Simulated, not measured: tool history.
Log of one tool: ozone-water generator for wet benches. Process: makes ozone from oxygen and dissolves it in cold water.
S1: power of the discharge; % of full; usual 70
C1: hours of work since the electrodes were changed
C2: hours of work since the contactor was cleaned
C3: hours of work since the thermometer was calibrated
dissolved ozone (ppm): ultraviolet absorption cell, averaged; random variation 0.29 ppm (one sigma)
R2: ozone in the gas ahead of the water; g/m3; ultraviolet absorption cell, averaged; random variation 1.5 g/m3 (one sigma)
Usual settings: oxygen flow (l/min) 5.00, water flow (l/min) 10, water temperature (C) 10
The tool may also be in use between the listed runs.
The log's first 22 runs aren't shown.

run 23 hour=1088.2 | S1=58 oxygen_flow_(l/min)=7.96 water_flow_(l/min)=9 water_temperature_(C)=10 | C1=2225 C2=355 C3=3551 | dissolved_ozone_(ppm)=34.4 R2=187.8
-- hour=1129.1 contactor cleaned, once more
run 24 hour=1142.4 | S1=58 oxygen_flow_(l/min)=7.96 water_flow_(l/min)=9 water_temperature_(C)=10 | C1=2272 C2=13 C3=3599 | dissolved_ozone_(ppm)=38.3 R2=187.4
run 25 hour=1174.0 | S1=58 oxygen_flow_(l/min)=7.96 water_flow_(l/min)=14 water_temperature_(C)=16 | C1=2302 C2=43 C3=3629 | dissolved_ozone_(ppm)=26.5 R2=185.6
run 26 hour=1234.7 | S1=58 oxygen_flow_(l/min)=7.96 water_flow_(l/min)=14 water_temperature_(C)=16 | C1=2360 C2=100 C3=3687 | dissolved_ozone_(ppm)=26.9 R2=187.4
run 27 hour=1275.0 | S1=58 oxygen_flow_(l/min)=7.96 water_flow_(l/min)=14 water_temperature_(C)=16 | C1=2398 C2=138 C3=3725 | dissolved_ozone_(ppm)=26.5 R2=187.8
run 28 hour=1320.0 | S1=58 oxygen_flow_(l/min)=7.96 water_flow_(l/min)=14 water_temperature_(C)=16 | C1=2441 C2=181 C3=3767 | dissolved_ozone_(ppm)=26.7 R2=187.0
run 29 hour=1378.8 | S1=48 oxygen_flow_(l/min)=7.96 water_flow_(l/min)=15 water_temperature_(C)=16 | C1=2497 C2=237 C3=3823 | dissolved_ozone_(ppm)=22.5 R2=163.1
run 30 hour=1427.5 | S1=52 oxygen_flow_(l/min)=4.51 water_flow_(l/min)=13 water_temperature_(C)=15 | C1=2543 C2=283 C3=3870 | dissolved_ozone_(ppm)=25.9 R2=219.2
run 31 hour=1489.3 | S1=63 oxygen_flow_(l/min)=2.52 water_flow_(l/min)=13 water_temperature_(C)=9 | C1=2601 C2=342 C3=3928 | dissolved_ozone_(ppm)=29.7 R2=323.5
run 32 hour=1525.3 | S1=63 oxygen_flow_(l/min)=2.52 water_flow_(l/min)=13 water_temperature_(C)=9 | C1=2636 C2=376 C3=3962 | dissolved_ozone_(ppm)=29.4 R2=322.3

5 ways to go on from here, each from the tool as it stands after run 32. What would each give?
run A hour=1562.7 | S1=70 oxygen_flow_(l/min)=3.47 water_flow_(l/min)=10 water_temperature_(C)=9 | C1=2671 C2=412 C3=3998 | dissolved_ozone_(ppm)=? R2=?
run B hour=1562.7 | S1=70 oxygen_flow_(l/min)=2.83 water_flow_(l/min)=15 water_temperature_(C)=10 | C1=2671 C2=412 C3=3998 | dissolved_ozone_(ppm)=? R2=?
run C hour=1562.7 | S1=70 oxygen_flow_(l/min)=5.00 water_flow_(l/min)=12 water_temperature_(C)=8 | C1=2671 C2=412 C3=3998 | dissolved_ozone_(ppm)=? R2=?
run D hour=1562.7 | S1=70 oxygen_flow_(l/min)=4.92 water_flow_(l/min)=6 water_temperature_(C)=10 | C1=2671 C2=412 C3=3998 | dissolved_ozone_(ppm)=? R2=?
run E hour=1562.7 | S1=63 oxygen_flow_(l/min)=2.52 water_flow_(l/min)=9 water_temperature_(C)=15 | C1=2671 C2=412 C3=3998 | dissolved_ozone_(ppm)=? R2=?

run=A dissolved_ozone_(ppm)=41.3 R2=303.3
run=B dissolved_ozone_(ppm)=28.3 R2=332.9
run=C dissolved_ozone_(ppm)=38.7 R2=263.5
run=D dissolved_ozone_(ppm)=56.3 R2=264.9
run=E dissolved_ozone_(ppm)=36.8 R2=325.0
Without the tool's hidden state the same runs would have given:
run=A dissolved_ozone_(ppm)=44.6 R2=322.8
run=B dissolved_ozone_(ppm)=30.5 R2=354.2
run=C dissolved_ozone_(ppm)=41.8 R2=280.4
run=D dissolved_ozone_(ppm)=60.9 R2=281.8
run=E dissolved_ozone_(ppm)=39.5 R2=344.1

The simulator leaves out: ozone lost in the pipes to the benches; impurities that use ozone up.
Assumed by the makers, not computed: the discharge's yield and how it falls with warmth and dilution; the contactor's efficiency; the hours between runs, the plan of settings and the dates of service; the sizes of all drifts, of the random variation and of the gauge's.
